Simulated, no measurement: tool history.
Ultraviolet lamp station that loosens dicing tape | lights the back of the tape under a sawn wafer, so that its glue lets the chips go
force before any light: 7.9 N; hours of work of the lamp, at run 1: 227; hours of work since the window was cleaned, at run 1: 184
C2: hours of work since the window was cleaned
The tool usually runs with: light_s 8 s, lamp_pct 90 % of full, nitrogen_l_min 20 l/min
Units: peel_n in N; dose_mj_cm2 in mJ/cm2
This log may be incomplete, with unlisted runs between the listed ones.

Run 1, hour 0: usual settings; hours of work of the lamp 227; C2 184. Result: peel_n 0.97 N, dose_mj_cm2 587 mJ/cm2.
Run 2, hour 30.5: usual settings; hours of work of the lamp 247; C2 203. Result: peel_n 0.977 N, dose_mj_cm2 572 mJ/cm2.
Run 3, hour 73.9: usual settings but lamp_pct 82 % of full; hours of work of the lamp 274; C2 230. Result: peel_n 1.22 N, dose_mj_cm2 513 mJ/cm2.
Run 4, hour 101.3: usual settings; hours of work of the lamp 291; C2 248. Result: peel_n 1.048 N, dose_mj_cm2 556 mJ/cm2.
Run 5, hour 142.7: usual settings but nitrogen_l_min 35 l/min; hours of work of the lamp 317; C2 274. Result: peel_n 0.707 N, dose_mj_cm2 550 mJ/cm2.
Run 6, hour 167.6: usual settings but nitrogen_l_min 35 l/min; hours of work of the lamp 333; C2 289. Result: peel_n 0.738 N, dose_mj_cm2 551 mJ/cm2.
Run 7, hour 203.3: usual settings but nitrogen_l_min 35 l/min; hours of work of the lamp 355; C2 312. Result: peel_n 0.765 N, dose_mj_cm2 536 mJ/cm2.
Run 8, hour 231: usual settings but light_s 4 s, nitrogen_l_min 35 l/min; hours of work of the lamp 373; C2 329. Result: peel_n 2.318 N, dose_mj_cm2 263 mJ/cm2.
Run 9, hour 263.2: usual settings but light_s 4 s, nitrogen_l_min 16 l/min; hours of work of the lamp 393; C2 350. Result: peel_n 3.286 N, dose_mj_cm2 263 mJ/cm2.
Run 10, hour 304.4: usual settings but light_s 4 s, nitrogen_l_min 16 l/min; hours of work of the lamp 419; C2 375. Result: peel_n 3.278 N, dose_mj_cm2 257 mJ/cm2.
Run 11, hour 339.8: usual settings but lamp_pct 61 % of full; hours of work of the lamp 441; C2 398. Result: peel_n 2.24 N, dose_mj_cm2 344 mJ/cm2.
Run 12, hour 383.5: usual settings but lamp_pct 61 % of full; hours of work of the lamp 469; C2 425. Result: peel_n 2.225 N, dose_mj_cm2 334 mJ/cm2.
Run 13, hour 404.4: usual settings but lamp_pct 61 % of full; hours of work of the lamp 482; C2 438. Result: peel_n 2.278 N, dose_mj_cm2 331 mJ/cm2.
Run 14, hour 449: usual settings but lamp_pct 61 % of full; hours of work of the lamp 510; C2 467. Result: peel_n 2.431 N, dose_mj_cm2 318 mJ/cm2.
Run 15, hour 469.4: usual settings but lamp_pct 61 % of full; hours of work of the lamp 523; C2 479. Result: peel_n 2.371 N, dose_mj_cm2 319 mJ/cm2.
At hour 477.2: window cleaned of glue's vapour.
Run 16, hour 514.1: usual settings but lamp_pct 61 % of full; hours of work of the lamp 551; C2 23. Result: peel_n 2.622 N, dose_mj_cm2 301 mJ/cm2.
Run 17, hour 550.6: usual settings but lamp_pct 61 % of full; hours of work of the lamp 574; C2 46. Result: peel_n 2.662 N, dose_mj_cm2 298 mJ/cm2.
Run 18, hour 574.3: usual settings but lamp_pct 61 % of full; hours of work of the lamp 589; C2 61. Result: peel_n 2.664 N, dose_mj_cm2 299 mJ/cm2.
Run 19, hour 624.3: usual settings but light_s 6 s; hours of work of the lamp 620; C2 93. Result: peel_n 2.454 N, dose_mj_cm2 317 mJ/cm2.
Run 20, hour 662.2: usual settings but light_s 6 s; hours of work of the lamp 644; C2 117. Result: peel_n 2.47 N, dose_mj_cm2 315 mJ/cm2.
Run 21, hour 686.1: usual settings but light_s 6 s; hours of work of the lamp 659; C2 132. Result: peel_n 2.513 N, dose_mj_cm2 314 mJ/cm2.
Run 22, hour 714.6: usual settings but light_s 7 s, lamp_pct 60 % of full, nitrogen_l_min 21 l/min; hours of work of the lamp 677; C2 150. Result: peel_n 3.19 N, dose_mj_cm2 236 mJ/cm2.
Run 23, hour 741.2: usual settings but light_s 11 s, lamp_pct 75 % of full, nitrogen_l_min 14 l/min; hours of work of the lamp 694; C2 166. Result: peel_n 1.778 N, dose_mj_cm2 457 mJ/cm2.
At hour 746.1: window cleaned of glue's vapour, once more.
Run 24, hour 780.5: usual settings but light_s 11 s, lamp_pct 75 % of full, nitrogen_l_min 14 l/min; hours of work of the lamp 718; C2 22. Result: peel_n 1.63 N, dose_mj_cm2 499 mJ/cm2.
Run 25, hour 802: usual settings but light_s 7 s, lamp_pct 75 % of full, nitrogen_l_min 14 l/min; hours of work of the lamp 732; C2 35. Result: peel_n 2.86 N, dose_mj_cm2 314 mJ/cm2.
Run 26, hour 843.1: usual settings but light_s 7 s, lamp_pct 80 % of full, nitrogen_l_min 14 l/min; hours of work of the lamp 758; C2 61. Result: peel_n 2.642 N, dose_mj_cm2 325 mJ/cm2.
Run 27, hour 891.6: usual settings but light_s 7 s, lamp_pct 80 % of full, nitrogen_l_min 14 l/min; hours of work of the lamp 788; C2 92. Result: peel_n 2.831 N, dose_mj_cm2 322 mJ/cm2.
Run 28, hour 923.3: usual settings but light_s 9 s, lamp_pct 93 % of full, nitrogen_l_min 14 l/min; hours of work of the lamp 808; C2 112. Result: peel_n 1.788 N, dose_mj_cm2 473 mJ/cm2.
Run 29, hour 969.7: usual settings but light_s 6 s, lamp_pct 89 % of full, nitrogen_l_min 7 l/min; hours of work of the lamp 837; C2 141. Result: peel_n 4.018 N, dose_mj_cm2 296 mJ/cm2.
Run 30, hour 999: usual settings but lamp_pct 63 % of full; hours of work of the lamp 856; C2 159. Result: peel_n 2.765 N, dose_mj_cm2 273 mJ/cm2.
Run 31, hour 1031.7: usual settings but lamp_pct 63 % of full; hours of work of the lamp 876; C2 180. Result: peel_n 2.919 N, dose_mj_cm2 266 mJ/cm2.
Run 32, hour 1072.8: usual settings but light_s 12 s, lamp_pct 64 % of full, nitrogen_l_min 13 l/min; hours of work of the lamp 902; C2 206. Result: peel_n 2.274 N, dose_mj_cm2 396 mJ/cm2.
Run 33, hour 1123: usual settings but light_s 12 s, lamp_pct 64 % of full, nitrogen_l_min 13 l/min; hours of work of the lamp 934; C2 237. Result: peel_n 2.266 N, dose_mj_cm2 383 mJ/cm2.
At hour 1141: lamp changed.
Run 34, hour 1152.7: usual settings but lamp_pct 69 % of full, nitrogen_l_min 33 l/min; hours of work of the lamp 7; C2 255. Result: peel_n 0.909 N, dose_mj_cm2 500 mJ/cm2.
Run 35, hour 1190: usual settings but light_s 7 s; hours of work of the lamp 31; C2 279. Result: peel_n 1.003 N, dose_mj_cm2 551 mJ/cm2.
Run 36, hour 1212.6: usual settings but light_s 7 s; hours of work of the lamp 45; C2 293. Result: peel_n 1.033 N, dose_mj_cm2 560 mJ/cm2.
Run 37, hour 1261.1: usual settings but lamp_pct 82 % of full; hours of work of the lamp 76; C2 324. Result: peel_n 0.982 N, dose_mj_cm2 561 mJ/cm2.
Run 38, hour 1287.4: usual settings but light_s 14 s, lamp_pct 72 % of full, nitrogen_l_min 36 l/min; hours of work of the lamp 92; C2 340. Result: peel_n 0.259 N, dose_mj_cm2 872 mJ/cm2.
Run 39, hour 1335.5: usual settings but light_s 14 s, lamp_pct 72 % of full, nitrogen_l_min 36 l/min; hours of work of the lamp 123; C2 371. Result: peel_n 0.278 N, dose_mj_cm2 848 mJ/cm2.
Run 40, hour 1377.6: usual settings but lamp_pct 81 % of full, nitrogen_l_min 35 l/min; hours of work of the lamp 149; C2 397. Result: peel_n 0.762 N, dose_mj_cm2 539 mJ/cm2.
Run 41, hour 1400.3: usual settings but light_s 12 s, lamp_pct 86 % of full, nitrogen_l_min 21 l/min; hours of work of the lamp 163; C2 411. Result: peel_n 0.415 N, dose_mj_cm2 846 mJ/cm2.
Run 42, hour 1439.8: usual settings but lamp_pct 92 % of full; hours of work of the lamp 188; C2 436. Result: peel_n 0.889 N, dose_mj_cm2 599 mJ/cm2.

Consider 4 possible next runs. They are alternatives, not a sequence: every one starts from the tool as it was left by run 42. What does each give?
Run A, hour 1485.5: usual settings but light_s 10 s, lamp_pct 96 % of full, nitrogen_l_min 24 l/min; hours of work of the lamp 217; C2 465. Result: peel_n ?, dose_mj_cm2 ?.
Run B, hour 1485.5: usual settings but light_s 7 s, lamp_pct 92 % of full, nitrogen_l_min 34 l/min; hours of work of the lamp 217; C2 465. Result: peel_n ?, dose_mj_cm2 ?.
Run C, hour 1485.5: usual settings but light_s 6 s, lamp_pct 65 % of full, nitrogen_l_min 7 l/min; hours of work of the lamp 217; C2 465. Result: peel_n ?, dose_mj_cm2 ?.
Run D, hour 1485.5: usual settings but lamp_pct 88 % of full; hours of work of the lamp 217; C2 465. Result: peel_n ?, dose_mj_cm2 ?.

run  peel_n  dose_mj_cm2
  A   0.456          766
  B   0.832          508
  C    3.69          307
  D   1.032          567
Had the tool no hidden state, the same runs would have come out as:
run  peel_n  dose_mj_cm2
  A   0.314          902
  B   0.587          598
  C   3.239          362
  D   0.746          668
